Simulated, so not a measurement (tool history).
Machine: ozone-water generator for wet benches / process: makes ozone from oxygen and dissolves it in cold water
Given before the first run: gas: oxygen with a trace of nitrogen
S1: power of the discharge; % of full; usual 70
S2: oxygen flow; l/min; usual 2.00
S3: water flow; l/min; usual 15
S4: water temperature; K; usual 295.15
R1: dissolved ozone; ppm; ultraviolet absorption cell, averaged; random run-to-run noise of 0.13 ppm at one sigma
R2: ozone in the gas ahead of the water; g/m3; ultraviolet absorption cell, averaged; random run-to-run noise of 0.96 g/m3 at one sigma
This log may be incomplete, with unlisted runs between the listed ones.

run     day  S1    S2  S3      S4    R1     R2
  1   0.000  70  2.00  15  295.15  13.1  164.3
  2   0.921  46  2.00  15  295.15   8.7  112.4
  3   1.675  46  2.00  15  295.15   8.6  111.8
  4   2.938  70  2.00  15  295.15  12.8  165.8
  5   4.783  64  2.00  15  295.15  11.6  151.0
  6   5.533  64  2.00  15  296.15  11.8  151.4
  7   6.925  64  2.00  15  296.15  11.6  152.8
  8   7.821  64  2.00  15  296.15  11.8  152.3
  9   8.721  70  2.00  15  295.15  12.7  165.8
 10  10.450  70  2.00  15  295.15  12.8  164.3
 11  11.925  70  2.00  15  295.15  13.0  165.4
 12  13.729  70  2.00  15  295.15  12.9  165.1
 13  15.529  70  2.00  15  295.15  12.8  165.4
 14  16.308  70  2.00  15  295.15  12.8  164.7
 15  17.133  70  2.42  15  295.15  13.3  152.0
 16  18.400  70  2.00  15  295.15  12.7  164.6
 17  19.700  70  1.14  17  295.15   9.7  212.8
 18  20.525  55  2.58  12  288.15  14.2  116.8
 19  22.000  55  2.58  12  288.15  14.1  116.8
 20  23.212  70  3.39  15  295.15  14.0  128.4
 21  24.854  70  3.39  15  295.15  13.9  128.2
 22  25.742  67  2.85  10  288.15  19.5  135.6
 23  27.575  67  2.85  10  288.15  19.8  134.7
 24  28.575  67  2.85  10  288.15  19.6  136.0
 25  29.579  65  2.00  15  295.15  11.9  153.6
 26  30.738  70  1.38  18  291.15  10.2  197.6
 27  31.700  70  1.38  18  291.15   9.9  196.6
 28  32.708  76  2.00  15  298.15  13.5  175.7
 29  34.429  65  1.92  10  296.15  16.4  155.6
 30  36.258  59  1.24  22  298.15   6.3  175.5
 31  37.700  62  1.74  22  297.15   7.5  157.0
 32  38.508  70  2.41  15  297.15  12.8  150.9

Forecast each of these 3 alternatives for the next run:
  A  39.483  58  2.00  15  295.15   ?   ?
  B  39.483  79  2.00  15  295.15   ?   ?
  C  39.483  70  2.60  15  297.15   ?   ?

run    R1     R2
  A  10.9  140.7
  B  14.4  185.0
  C  13.1  145.5
The same runs, with their run-to-run variation unchanged, on a tool lacking any hidden condition would have given:
run    R1     R2
  A  10.9  140.7
  B  14.4  185.1
  C  13.1  145.6
